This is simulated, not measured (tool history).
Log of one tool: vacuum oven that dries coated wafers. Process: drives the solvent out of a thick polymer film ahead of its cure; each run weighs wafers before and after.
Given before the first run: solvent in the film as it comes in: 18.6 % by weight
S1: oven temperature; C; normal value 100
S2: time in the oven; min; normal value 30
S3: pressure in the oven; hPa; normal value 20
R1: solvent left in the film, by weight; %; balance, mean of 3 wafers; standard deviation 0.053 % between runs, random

Run 1, day 0: usual settings. Result: R1 2.21 %.
Run 2, day 0.417: usual settings. Result: R1 2.1 %.
Run 3, day 0.771: usual settings. Result: R1 2.2 %.
Run 4, day 1.275: usual settings. Result: R1 2.1 %.
Run 5, day 1.838: usual settings. Result: R1 2.18 %.
Run 6, day 2.533: usual settings. Result: R1 2.1 %.
Run 7, day 3.146: usual settings but S1 112 C. Result: R1 1.1 %.
Run 8, day 3.529: usual settings but S1 95 C. Result: R1 3.24 %.
Run 9, day 3.95: usual settings but S1 95 C. Result: R1 3.3 %.
Run 10, day 4.404: usual settings but S1 95 C, S3 35 hPa. Result: R1 4.57 %.
Run 11, day 4.767: usual settings but S1 95 C, S3 35 hPa. Result: R1 4.46 %.
Run 12, day 5.212: usual settings but S1 95 C, S3 35 hPa. Result: R1 4.47 %.
Run 13, day 5.642: usual settings but S1 95 C, S3 35 hPa. Result: R1 4.5 %.
Run 14, day 6.029: usual settings but S2 48 min. Result: R1 1.77 %.
Run 15, day 6.471: usual settings. Result: R1 2.17 %.
Run 16, day 7.175: usual settings. Result: R1 2.14 %.
Run 17, day 7.683: usual settings. Result: R1 2.21 %.
Run 18, day 8.512: usual settings. Result: R1 2.13 %.
Run 19, day 9.271: usual settings. Result: R1 2.15 %.
Run 20, day 9.867: usual settings. Result: R1 2.12 %.
Run 21, day 10.554: usual settings. Result: R1 2.12 %.
Run 22, day 10.95: usual settings but S3 12.3 hPa. Result: R1 1.6 %.
Run 23, day 11.454: usual settings but S1 98 C, S2 21 min, S3 59.8 hPa. Result: R1 6.6 %.
Run 24, day 12.25: usual settings but S1 90 C, S2 32 min, S3 40.2 hPa. Result: R1 6.47 %.
Run 25, day 13.125: usual settings but S1 112 C. Result: R1 1.08 %.
Run 26, day 13.75: usual settings but S1 95 C, S2 21 min. Result: R1 4.41 %.
Run 27, day 14.442: usual settings but S1 95 C, S2 34 min, S3 16.6 hPa. Result: R1 2.5 %.
Run 28, day 15.092: usual settings but S1 95 C, S2 34 min, S3 16.6 hPa. Result: R1 2.46 %.
Run 29, day 15.733: usual settings but S2 53 min, S3 12.5 hPa. Result: R1 1.11 %.
At day 15.867: oven's thermocouples calibrated.
Run 30, day 16.396: usual settings but S1 97 C, S2 37 min. Result: R1 2.57 %.
Run 31, day 16.883: usual settings but S1 97 C, S2 33 min, S3 22 hPa. Result: R1 3.07 %.
Run 32, day 17.546: usual settings but S1 97 C, S2 33 min, S3 22 hPa. Result: R1 2.96 %.
Run 33, day 18.312: usual settings but S2 34 min, S3 19.3 hPa. Result: R1 2.16 %.
Run 34, day 18.904: usual settings but S1 87 C, S2 25 min. Result: R1 7.21 %.
Run 35, day 19.354: usual settings but S1 105 C, S3 19.4 hPa. Result: R1 1.62 %.
Run 36, day 19.821: usual settings but S2 17 min, S3 17.5 hPa. Result: R1 3.82 %.
Run 37, day 20.675: usual settings but S2 17 min, S3 17.5 hPa. Result: R1 3.79 %.
Run 38, day 21.05: usual settings but S2 17 min, S3 17.5 hPa. Result: R1 3.84 %.
Run 39, day 21.642: usual settings but S1 108 C, S2 41 min, S3 23.2 hPa. Result: R1 1.61 %.
Run 40, day 22.496: usual settings but S1 108 C, S2 41 min, S3 23.2 hPa. Result: R1 1.56 %.
Run 41, day 23.108: usual settings but S1 108 C, S2 41 min, S3 23.2 hPa. Result: R1 1.61 %.
Run 42, day 23.533: usual settings but S1 108 C, S2 41 min, S3 23.2 hPa. Result: R1 1.64 %.
Run 43, day 23.938: usual settings but S1 87 C, S3 15.4 hPa. Result: R1 5.79 %.

5 ways to go on from here, each from the tool as it stands after run 43. What would each give?
Run A, day 24.496: usual settings but S1 87 C, S3 34.2 hPa. Result: R1 ?.
Run B, day 24.496: usual settings but S1 113 C, S2 48 min, S3 10.6 hPa. Result: R1 ?.
Run C, day 24.496: usual settings but S1 87 C, S2 36 min, S3 15.4 hPa. Result: R1 ?.
Run D, day 24.496: usual settings but S2 21 min. Result: R1 ?.
Run E, day 24.496: usual settings but S1 89 C. Result: R1 ?.

run    R1
  A     8
  B   0.7
  C  4.93
  D  3.18
  E  5.49
Without the tool's hidden state the same runs would have given:
run    R1
  A  8.13
  B  0.62
  C  5.01
  D  3.25
  E  5.59

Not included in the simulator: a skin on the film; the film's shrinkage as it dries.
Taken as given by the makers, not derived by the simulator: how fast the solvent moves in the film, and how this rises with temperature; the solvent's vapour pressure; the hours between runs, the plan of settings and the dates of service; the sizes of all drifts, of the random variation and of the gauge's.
